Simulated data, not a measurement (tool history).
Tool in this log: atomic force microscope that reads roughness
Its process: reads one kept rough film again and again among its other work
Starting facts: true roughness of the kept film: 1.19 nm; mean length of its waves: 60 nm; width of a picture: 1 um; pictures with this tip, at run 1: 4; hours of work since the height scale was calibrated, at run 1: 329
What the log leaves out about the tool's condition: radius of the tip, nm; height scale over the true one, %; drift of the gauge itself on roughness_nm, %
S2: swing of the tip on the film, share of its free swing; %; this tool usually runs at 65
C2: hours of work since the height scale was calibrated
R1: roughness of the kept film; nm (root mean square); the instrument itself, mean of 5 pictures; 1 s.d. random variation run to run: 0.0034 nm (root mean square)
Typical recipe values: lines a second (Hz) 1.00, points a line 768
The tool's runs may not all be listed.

{"run": 1, "hour": 0.0, "lines a second (Hz)": 1.0, "S2": 65, "points a line": 768, "pictures with this tip": 4, "C2": 329, "R1": 1.158}
{"run": 2, "hour": 19.2, "lines a second (Hz)": 1.0, "S2": 65, "points a line": 768, "pictures with this tip": 40, "C2": 340, "R1": 1.152}
{"run": 3, "hour": 47.8, "lines a second (Hz)": 1.0, "S2": 65, "points a line": 768, "pictures with this tip": 93, "C2": 355, "R1": 1.156}
{"run": 4, "hour": 72.9, "lines a second (Hz)": 1.0, "S2": 65, "points a line": 768, "pictures with this tip": 140, "C2": 369, "R1": 1.148}
{"run": 5, "hour": 90.0, "lines a second (Hz)": 0.5, "S2": 65, "points a line": 768, "pictures with this tip": 171, "C2": 378, "R1": 1.154}
{"run": 6, "hour": 120.6, "lines a second (Hz)": 0.5, "S2": 65, "points a line": 757, "pictures with this tip": 228, "C2": 395, "R1": 1.144}
{"hour": 136.0, "done": "new tip fitted"}
{"run": 7, "hour": 144.3, "lines a second (Hz)": 0.5, "S2": 65, "points a line": 757, "pictures with this tip": 15, "C2": 407, "R1": 1.172}
{"run": 8, "hour": 166.1, "lines a second (Hz)": 1.0, "S2": 61, "points a line": 768, "pictures with this tip": 56, "C2": 419, "R1": 1.157}
{"run": 9, "hour": 199.4, "lines a second (Hz)": 1.0, "S2": 65, "points a line": 277, "pictures with this tip": 118, "C2": 437, "R1": 1.14}
{"run": 10, "hour": 232.4, "lines a second (Hz)": 1.0, "S2": 65, "points a line": 277, "pictures with this tip": 179, "C2": 455, "R1": 1.147}
{"run": 11, "hour": 251.8, "lines a second (Hz)": 1.0, "S2": 65, "points a line": 768, "pictures with this tip": 215, "C2": 465, "R1": 1.145}
{"hour": 274.7, "done": "new tip fitted"}
{"run": 12, "hour": 282.1, "lines a second (Hz)": 1.0, "S2": 65, "points a line": 768, "pictures with this tip": 14, "C2": 481, "R1": 1.158}
{"run": 13, "hour": 308.1, "lines a second (Hz)": 1.0, "S2": 65, "points a line": 768, "pictures with this tip": 62, "C2": 495, "R1": 1.156}
{"run": 14, "hour": 329.8, "lines a second (Hz)": 1.0, "S2": 65, "points a line": 768, "pictures with this tip": 102, "C2": 507, "R1": 1.149}
{"run": 15, "hour": 361.2, "lines a second (Hz)": 1.0, "S2": 65, "points a line": 768, "pictures with this tip": 161, "C2": 524, "R1": 1.141}
{"run": 16, "hour": 390.7, "lines a second (Hz)": 1.0, "S2": 65, "points a line": 768, "pictures with this tip": 216, "C2": 540, "R1": 1.138}
{"hour": 414.3, "done": "new tip fitted"}
{"run": 17, "hour": 423.7, "lines a second (Hz)": 1.0, "S2": 65, "points a line": 768, "pictures with this tip": 18, "C2": 558, "R1": 1.163}
{"run": 18, "hour": 438.4, "lines a second (Hz)": 1.0, "S2": 65, "points a line": 768, "pictures with this tip": 45, "C2": 566, "R1": 1.155}
{"run": 19, "hour": 460.9, "lines a second (Hz)": 1.0, "S2": 65, "points a line": 544, "pictures with this tip": 87, "C2": 578, "R1": 1.159}
{"run": 20, "hour": 483.7, "lines a second (Hz)": 1.0, "S2": 65, "points a line": 451, "pictures with this tip": 129, "C2": 590, "R1": 1.15}
{"run": 21, "hour": 501.9, "lines a second (Hz)": 0.54, "S2": 65, "points a line": 768, "pictures with this tip": 163, "C2": 600, "R1": 1.153}
{"run": 22, "hour": 519.2, "lines a second (Hz)": 0.88, "S2": 65, "points a line": 768, "pictures with this tip": 196, "C2": 609, "R1": 1.15}
{"run": 23, "hour": 545.1, "lines a second (Hz)": 1.0, "S2": 65, "points a line": 768, "pictures with this tip": 244, "C2": 623, "R1": 1.141}
{"hour": 553.6, "done": "new tip fitted"}
{"run": 24, "hour": 568.3, "lines a second (Hz)": 1.0, "S2": 65, "points a line": 768, "pictures with this tip": 27, "C2": 635, "R1": 1.166}
{"run": 25, "hour": 592.0, "lines a second (Hz)": 3.01, "S2": 65, "points a line": 768, "pictures with this tip": 71, "C2": 648, "R1": 1.112}
{"run": 26, "hour": 620.7, "lines a second (Hz)": 3.01, "S2": 65, "points a line": 768, "pictures with this tip": 124, "C2": 664, "R1": 1.113}
{"run": 27, "hour": 653.7, "lines a second (Hz)": 3.01, "S2": 65, "points a line": 768, "pictures with this tip": 186, "C2": 682, "R1": 1.103}
{"run": 28, "hour": 680.2, "lines a second (Hz)": 3.01, "S2": 65, "points a line": 768, "pictures with this tip": 235, "C2": 696, "R1": 1.103}
{"hour": 684.3, "done": "height scale calibrated on a step standard"}
{"hour": 692.9, "done": "new tip fitted"}
{"run": 29, "hour": 706.5, "lines a second (Hz)": 2.01, "S2": 77, "points a line": 500, "pictures with this tip": 25, "C2": 12, "R1": 1.106}
{"run": 30, "hour": 730.2, "lines a second (Hz)": 2.01, "S2": 77, "points a line": 500, "pictures with this tip": 69, "C2": 25, "R1": 1.1}
{"run": 31, "hour": 750.6, "lines a second (Hz)": 0.75, "S2": 83, "points a line": 306, "pictures with this tip": 107, "C2": 36, "R1": 1.138}
{"hour": 762.5, "done": "height scale calibrated on a step standard, once more"}
{"run": 32, "hour": 784.9, "lines a second (Hz)": 0.62, "S2": 55, "points a line": 319, "pictures with this tip": 169, "C2": 12, "R1": 1.155}
{"run": 33, "hour": 803.4, "lines a second (Hz)": 1.47, "S2": 81, "points a line": 752, "pictures with this tip": 203, "C2": 22, "R1": 1.087}
{"hour": 831.3, "done": "new tip fitted"}
{"run": 34, "hour": 834.2, "lines a second (Hz)": 1.47, "S2": 81, "points a line": 536, "pictures with this tip": 6, "C2": 38, "R1": 1.105}
{"run": 35, "hour": 859.6, "lines a second (Hz)": 0.55, "S2": 86, "points a line": 577, "pictures with this tip": 53, "C2": 52, "R1": 1.132}
{"run": 36, "hour": 890.8, "lines a second (Hz)": 0.82, "S2": 56, "points a line": 784, "pictures with this tip": 111, "C2": 69, "R1": 1.16}
{"run": 37, "hour": 913.5, "lines a second (Hz)": 0.82, "S2": 56, "points a line": 784, "pictures with this tip": 153, "C2": 81, "R1": 1.16}
{"run": 38, "hour": 932.4, "lines a second (Hz)": 1.0, "S2": 65, "points a line": 757, "pictures with this tip": 188, "C2": 92, "R1": 1.139}
{"run": 39, "hour": 961.8, "lines a second (Hz)": 1.61, "S2": 77, "points a line": 673, "pictures with this tip": 243, "C2": 107, "R1": 1.09}
{"hour": 969.7, "done": "new tip fitted"}
{"run": 40, "hour": 988.9, "lines a second (Hz)": 1.61, "S2": 77, "points a line": 673, "pictures with this tip": 35, "C2": 122, "R1": 1.103}
{"run": 41, "hour": 1004.4, "lines a second (Hz)": 3.54, "S2": 59, "points a line": 805, "pictures with this tip": 64, "C2": 130, "R1": 1.122}
{"run": 42, "hour": 1018.4, "lines a second (Hz)": 0.97, "S2": 87, "points a line": 789, "pictures with this tip": 90, "C2": 138, "R1": 1.103}
{"run": 43, "hour": 1041.0, "lines a second (Hz)": 0.55, "S2": 68, "points a line": 928, "pictures with this tip": 132, "C2": 150, "R1": 1.148}
{"run": 44, "hour": 1070.7, "lines a second (Hz)": 3.46, "S2": 68, "points a line": 928, "pictures with this tip": 188, "C2": 166, "R1": 1.071}
{"run": 45, "hour": 1099.0, "lines a second (Hz)": 2.97, "S2": 60, "points a line": 930, "pictures with this tip": 240, "C2": 181, "R1": 1.11}
{"hour": 1106.9, "done": "new tip fitted"}
{"run": 46, "hour": 1120.6, "lines a second (Hz)": 3.05, "S2": 56, "points a line": 375, "pictures with this tip": 25, "C2": 193, "R1": 1.14}
{"run": 47, "hour": 1143.3, "lines a second (Hz)": 0.56, "S2": 65, "points a line": 300, "pictures with this tip": 68, "C2": 205, "R1": 1.158}
{"run": 48, "hour": 1177.7, "lines a second (Hz)": 1.88, "S2": 65, "points a line": 768, "pictures with this tip": 131, "C2": 224, "R1": 1.132}
{"run": 49, "hour": 1192.1, "lines a second (Hz)": 1.88, "S2": 88, "points a line": 354, "pictures with this tip": 158, "C2": 231, "R1": 1.043}
{"run": 50, "hour": 1212.6, "lines a second (Hz)": 1.88, "S2": 88, "points a line": 354, "pictures with this tip": 196, "C2": 242, "R1": 1.037}
{"hour": 1244.5, "done": "new tip fitted"}
{"run": 51, "hour": 1245.2, "lines a second (Hz)": 0.51, "S2": 63, "points a line": 422, "pictures with this tip": 1, "C2": 260, "R1": 1.165}
{"run": 52, "hour": 1265.5, "lines a second (Hz)": 0.52, "S2": 57, "points a line": 599, "pictures with this tip": 39, "C2": 271, "R1": 1.175}

3 options for the next run, each taken on its own from the tool as it stands now. Forecast them:
{"run": "A", "hour": 1285.8, "lines a second (Hz)": 0.52, "S2": 57, "points a line": 814, "pictures with this tip": 77, "C2": 282, "R1": "?"}
{"run": "B", "hour": 1285.8, "lines a second (Hz)": 0.63, "S2": 58, "points a line": 519, "pictures with this tip": 77, "C2": 282, "R1": "?"}
{"run": "C", "hour": 1285.8, "lines a second (Hz)": 1.0, "S2": 88, "points a line": 339, "pictures with this tip": 77, "C2": 282, "R1": "?"}

run=A R1=1.162
run=B R1=1.163
run=C R1=1.104
The same runs, with their run-to-run variation unchanged, on a tool lacking any hidden condition would have given:
run=A R1=1.163
run=B R1=1.164
run=C R1=1.105
